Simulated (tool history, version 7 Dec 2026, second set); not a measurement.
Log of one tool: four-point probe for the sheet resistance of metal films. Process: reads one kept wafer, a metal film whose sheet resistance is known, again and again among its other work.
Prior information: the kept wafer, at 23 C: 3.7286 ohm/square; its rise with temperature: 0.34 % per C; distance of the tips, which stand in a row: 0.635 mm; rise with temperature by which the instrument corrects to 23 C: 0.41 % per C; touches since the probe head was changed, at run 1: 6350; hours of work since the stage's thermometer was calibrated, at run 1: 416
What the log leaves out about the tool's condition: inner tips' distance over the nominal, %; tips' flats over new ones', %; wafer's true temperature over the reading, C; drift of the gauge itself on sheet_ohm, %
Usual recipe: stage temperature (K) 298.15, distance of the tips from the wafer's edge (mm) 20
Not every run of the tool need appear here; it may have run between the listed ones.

run   hour  stage temperature (K)  distance of the tips from the wafer's edge (mm)  touches since the probe head was changed  hours of work since the stage's thermometer was calibrated  sheet resistance as the instrument gives it (ohm/square)
  1      0                 298.15                                               20                                      6350                                                         416                                                  3.749448
  2   20.9                 298.15                                               20                                      7046                                                         430                                                  3.749119
  3     37                 298.15                                               20                                      7583                                                         440                                                  3.750549
  4   50.8                 295.15                                               20                                      8040                                                         449                                                   3.75918
  5     75                 295.15                                               20                                      8847                                                         465                                                  3.757721
  6   95.5                 295.15                                               20                                      9530                                                         478                                                  3.758851
  7  110.2                 298.15                                                3                                     10020                                                         488                                                  3.836511
  8    129                 298.15                                                3                                     10646                                                         500                                                  3.837189
  9  143.1                 298.15                                                3                                     11113                                                         509                                                    3.8375
 10  165.9                 298.15                                                3                                     11873                                                         524                                                  3.836158
 11  187.2                 298.15                                                3                                     12584                                                         538                                                  3.835854
 12  210.3                 298.15                                                3                                     13350                                                         553                                                  3.837069
     212.9  -- stage's thermometer calibrated
 13  237.7                 298.15                                               20                                     14247                                                          16                                                  3.750963
 14  256.1                 298.15                                               20                                     14860                                                          28                                                  3.751762
     272.6  -- stage's thermometer calibrated, once more
 15  273.9                 298.15                                               20                                     15435                                                           1                                                  3.752404
 16  293.8                 298.15                                               20                                     16096                                                          14                                                  3.751833
 17    305                 291.15                                               20                                     16471                                                          21                                                  3.771062
 18  324.9                 291.15                                               20                                     17134                                                          34                                                  3.770562
 19  341.3                 298.15                                               20                                     17678                                                          45                                                  3.750975
 20  366.5                 298.15                                                5                                     18518                                                          61                                                  3.781922
 21  384.8                 300.15                                               36                                     19127                                                          73                                                  3.746326
 22  408.5                 300.15                                                4                                     19917                                                          89                                                  3.795364
 23  425.6                 306.15                                               14                                     20485                                                         100                                                  3.734568
 24  450.9                 296.15                                               11                                     21328                                                         116                                                  3.762019
 25  475.1                 308.15                                               49                                     22133                                                         132                                                  3.726224
 26  502.9                 299.15                                               74                                     23058                                                         150                                                  3.748521
 27  520.3                 296.15                                                6                                     23637                                                         162                                                  3.780188
 28  537.1                 296.15                                                6                                     24199                                                         173                                                  3.779217
 29  563.4                 296.15                                                6                                     25074                                                         190                                                  3.779078
 30  578.9                 293.15                                                6                                     25588                                                         200                                                  3.787843
 31  592.5                 304.15                                               10                                     26041                                                         209                                                  3.745055
 32  610.4                 298.15                                               34                                     26636                                                         221                                                  3.752624
 33    630                 293.15                                               20                                     27291                                                         233                                                  3.767631
 34  656.1                 301.15                                               28                                     28159                                                         250                                                  3.744825
 35  681.6                 301.15                                               28                                     29009                                                         267                                                  3.744441
 36  702.5                 301.15                                               12                                     29703                                                         281                                                  3.750793
 37  718.6                 295.15                                                4                                     30239                                                         291                                                  3.810123
 38  736.3                 300.15                                               22                                     30829                                                         303                                                  3.749062
 39  752.8                 305.15                                               29                                     31377                                                         314                                                  3.735828

Below are 4 alternative next runs, each starting from the tool's condition after run 39. Predict each:
  A  774.2                 301.15                                               44                                     32091                                                         328                                                         ?
  B  774.2                 298.15                                               58                                     32091                                                         328                                                         ?
  C  774.2                 293.15                                               19                                     32091                                                         328                                                         ?
  D  774.2                 296.15                                               14                                     32091                                                         328                                                         ?

run  sheet resistance as the instrument gives it (ohm/square)
  A                                                  3.744605
  B                                                  3.752427
  C                                                  3.767855
  D                                                  3.761857
Without the tool's unlogged condition, the same runs would have read:
run  sheet resistance as the instrument gives it (ohm/square)
  A                                                  3.715142
  B                                                  3.722924
  C                                                  3.738268
  D                                                  3.732296

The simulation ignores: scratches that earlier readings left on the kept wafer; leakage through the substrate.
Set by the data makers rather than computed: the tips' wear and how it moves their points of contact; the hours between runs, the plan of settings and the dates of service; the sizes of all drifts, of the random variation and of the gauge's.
